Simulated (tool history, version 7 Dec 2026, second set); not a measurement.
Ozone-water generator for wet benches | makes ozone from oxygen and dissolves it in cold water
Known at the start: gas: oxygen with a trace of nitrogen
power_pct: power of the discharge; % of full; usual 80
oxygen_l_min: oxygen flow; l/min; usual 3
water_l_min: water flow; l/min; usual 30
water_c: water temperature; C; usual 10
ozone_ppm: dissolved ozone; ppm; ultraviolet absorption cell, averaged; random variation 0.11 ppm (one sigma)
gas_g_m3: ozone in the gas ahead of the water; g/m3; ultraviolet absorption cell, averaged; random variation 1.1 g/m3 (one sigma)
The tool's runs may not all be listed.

run 1 hour=0 | power_pct=80 oxygen_l_min=3 water_l_min=30 water_c=10 | ozone_ppm=8.2 gas_g_m3=183.5
run 2 hour=50.5 | power_pct=80 oxygen_l_min=3 water_l_min=30 water_c=10 | ozone_ppm=8.3 gas_g_m3=185.5
run 3 hour=113.1 | power_pct=80 oxygen_l_min=3 water_l_min=30 water_c=10 | ozone_ppm=8.3 gas_g_m3=183.7
run 4 hour=171 | power_pct=80 oxygen_l_min=3 water_l_min=30 water_c=10 | ozone_ppm=8.3 gas_g_m3=185.2
run 5 hour=263.8 | power_pct=80 oxygen_l_min=3 water_l_min=30 water_c=10 | ozone_ppm=8.2 gas_g_m3=182.7
run 6 hour=326.6 | power_pct=80 oxygen_l_min=1.77 water_l_min=30 water_c=10 | ozone_ppm=7.4 gas_g_m3=265.5
run 7 hour=372.6 | power_pct=73 oxygen_l_min=1.77 water_l_min=30 water_c=10 | ozone_ppm=7 gas_g_m3=245.5
run 8 hour=469.9 | power_pct=80 oxygen_l_min=3 water_l_min=30 water_c=9 | ozone_ppm=8.4 gas_g_m3=187
run 9 hour=545.1 | power_pct=80 oxygen_l_min=3 water_l_min=30 water_c=9 | ozone_ppm=8.3 gas_g_m3=184.2
run 10 hour=619.4 | power_pct=80 oxygen_l_min=4.06 water_l_min=30 water_c=10 | ozone_ppm=8.4 gas_g_m3=149.6
run 11 hour=692.6 | power_pct=80 oxygen_l_min=4.06 water_l_min=30 water_c=10 | ozone_ppm=8.6 gas_g_m3=151.1
run 12 hour=780.6 | power_pct=80 oxygen_l_min=4.06 water_l_min=34 water_c=10 | ozone_ppm=7.1 gas_g_m3=151.9
run 13 hour=822.7 | power_pct=80 oxygen_l_min=4.06 water_l_min=34 water_c=10 | ozone_ppm=7.4 gas_g_m3=150.6
run 14 hour=895.6 | power_pct=80 oxygen_l_min=4.06 water_l_min=34 water_c=10 | ozone_ppm=7.4 gas_g_m3=151.1
run 15 hour=951.5 | power_pct=80 oxygen_l_min=4.06 water_l_min=34 water_c=10 | ozone_ppm=7.3 gas_g_m3=150.6
run 16 hour=1048.5 | power_pct=93 oxygen_l_min=2.04 water_l_min=36 water_c=16 | ozone_ppm=6.9 gas_g_m3=271.8
run 17 hour=1095.9 | power_pct=93 oxygen_l_min=2.04 water_l_min=36 water_c=14 | ozone_ppm=6.9 gas_g_m3=275.3
run 18 hour=1190.4 | power_pct=93 oxygen_l_min=2.04 water_l_min=36 water_c=14 | ozone_ppm=6.8 gas_g_m3=272.3
run 19 hour=1232.7 | power_pct=78 oxygen_l_min=2.97 water_l_min=34 water_c=6 | ozone_ppm=7 gas_g_m3=180.1
run 20 hour=1306.7 | power_pct=40 oxygen_l_min=2.04 water_l_min=47 water_c=8 | ozone_ppm=2.3 gas_g_m3=132.6
run 21 hour=1360.1 | power_pct=45 oxygen_l_min=2.04 water_l_min=47 water_c=5 | ozone_ppm=2.6 gas_g_m3=146.2
run 22 hour=1420.2 | power_pct=45 oxygen_l_min=2.04 water_l_min=22 water_c=5 | ozone_ppm=7.2 gas_g_m3=146.6
run 23 hour=1478 | power_pct=66 oxygen_l_min=3 water_l_min=30 water_c=6 | ozone_ppm=7.2 gas_g_m3=157.1
run 24 hour=1551.7 | power_pct=80 oxygen_l_min=3 water_l_min=45 water_c=10 | ozone_ppm=4.9 gas_g_m3=183.7
-- hour=1560.7 water thermometer calibrated
run 25 hour=1600.8 | power_pct=80 oxygen_l_min=3 water_l_min=45 water_c=10 | ozone_ppm=4.9 gas_g_m3=183.1
run 26 hour=1689.8 | power_pct=52 oxygen_l_min=3 water_l_min=45 water_c=10 | ozone_ppm=3.4 gas_g_m3=128.4
run 27 hour=1778.3 | power_pct=52 oxygen_l_min=1.66 water_l_min=27 water_c=13 | ozone_ppm=5.9 gas_g_m3=190.8
run 28 hour=1834.8 | power_pct=78 oxygen_l_min=3 water_l_min=21 water_c=10 | ozone_ppm=12.3 gas_g_m3=179.4
run 29 hour=1923.5 | power_pct=99 oxygen_l_min=2.47 water_l_min=21 water_c=10 | ozone_ppm=14.9 gas_g_m3=251.6

4 ways to go on from here, each from the tool as it stands after run 29. What would each give?
run A hour=2015.3 | power_pct=97 oxygen_l_min=1.75 water_l_min=21 water_c=10 | ozone_ppm=? gas_g_m3=?
run B hour=2015.3 | power_pct=80 oxygen_l_min=3 water_l_min=27 water_c=10 | ozone_ppm=? gas_g_m3=?
run C hour=2015.3 | power_pct=88 oxygen_l_min=2.47 water_l_min=31 water_c=8 | ozone_ppm=? gas_g_m3=?
run D hour=2015.3 | power_pct=66 oxygen_l_min=4.46 water_l_min=21 water_c=11 | ozone_ppm=? gas_g_m3=?

run=A ozone_ppm=13.9 gas_g_m3=311.7
run=B ozone_ppm=9.4 gas_g_m3=185
run=C ozone_ppm=8.4 gas_g_m3=227.8
run=D ozone_ppm=10.8 gas_g_m3=119.1
Without the tool's hidden state the same runs would have given:
run=A ozone_ppm=13.9 gas_g_m3=311.9
run=B ozone_ppm=9.4 gas_g_m3=185.1
run=C ozone_ppm=8.4 gas_g_m3=227.9
run=D ozone_ppm=10.8 gas_g_m3=119.1

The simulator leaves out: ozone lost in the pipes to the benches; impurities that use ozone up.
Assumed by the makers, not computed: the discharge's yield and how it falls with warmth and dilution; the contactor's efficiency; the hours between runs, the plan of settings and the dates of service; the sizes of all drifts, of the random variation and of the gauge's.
